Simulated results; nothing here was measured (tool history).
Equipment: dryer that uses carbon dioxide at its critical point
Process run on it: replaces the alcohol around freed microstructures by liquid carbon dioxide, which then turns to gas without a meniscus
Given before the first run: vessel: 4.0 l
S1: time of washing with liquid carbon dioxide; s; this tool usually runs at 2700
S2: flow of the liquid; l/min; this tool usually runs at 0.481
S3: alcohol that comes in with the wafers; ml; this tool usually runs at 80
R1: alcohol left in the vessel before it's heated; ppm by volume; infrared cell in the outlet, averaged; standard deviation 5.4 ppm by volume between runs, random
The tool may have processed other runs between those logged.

| run | day | S1 | S2 | S3 | R1 |
|---|---|---|---|---|---|
| 1 | 0 | 2700 | 0.481 | 80 | 274 |
| 2 | 0.979 | 3600 | 0.481 | 80 | 124 |
| 3 | 2.542 | 2700 | 0.481 | 80 | 283 |
| 4 | 3.775 | 2700 | 0.481 | 80 | 295 |
| 5 | 6.171 | 2700 | 0.481 | 28 | 157 |
| 6 | 8.45 | 2700 | 0.481 | 28 | 156 |
| 7 | 9.95 | 2700 | 0.481 | 28 | 166 |
| 8 | 11.033 | 4200 | 0.481 | 80 | 112 |
| 9 | 13.096 | 4200 | 0.481 | 80 | 115 |
| 10 | 14.833 | 4200 | 0.481 | 80 | 120 |
| 11 | 16.404 | 4200 | 0.481 | 80 | 127 |
| 12 | 17.479 | 2820 | 0.729 | 27 | 120 |
| 13 | 19.483 | 2880 | 0.668 | 30 | 125 |
| 14 | 21.075 | 3900 | 0.722 | 33 | 122 |
|  | 22.808 | inlet filter changed |
| 15 | 23.404 | 3900 | 0.722 | 33 | 118 |
| 16 | 24.879 | 3900 | 0.722 | 33 | 121 |
| 17 | 25.921 | 2700 | 0.481 | 77 | 244 |
| 18 | 28.088 | 2700 | 0.471 | 26 | 181 |
| 19 | 29.462 | 2700 | 0.612 | 77 | 158 |
| 20 | 31.642 | 3720 | 0.514 | 80 | 145 |
| 21 | 33.471 | 2700 | 0.38 | 95 | 640 |

What if the next run were any one of these 5? Each begins from the tool's condition after run 21:
| A | 35.417 | 2700 | 0.625 | 95 | ? |
| B | 35.417 | 3180 | 0.531 | 80 | ? |
| C | 35.417 | 1860 | 0.363 | 80 | ? |
| D | 35.417 | 1680 | 0.727 | 115 | ? |
| E | 35.417 | 3900 | 0.38 | 84 | ? |

| run | R1 |
|---|---|
| A | 177 |
| B | 178 |
| C | 1760 |
| D | 398 |
| E | 230 |
Had the tool no hidden state, the same runs would have come out as:
| run | R1 |
|---|---|
| A | 33 |
| B | 29 |
| C | 1498 |
| D | 222 |
| E | 75 |
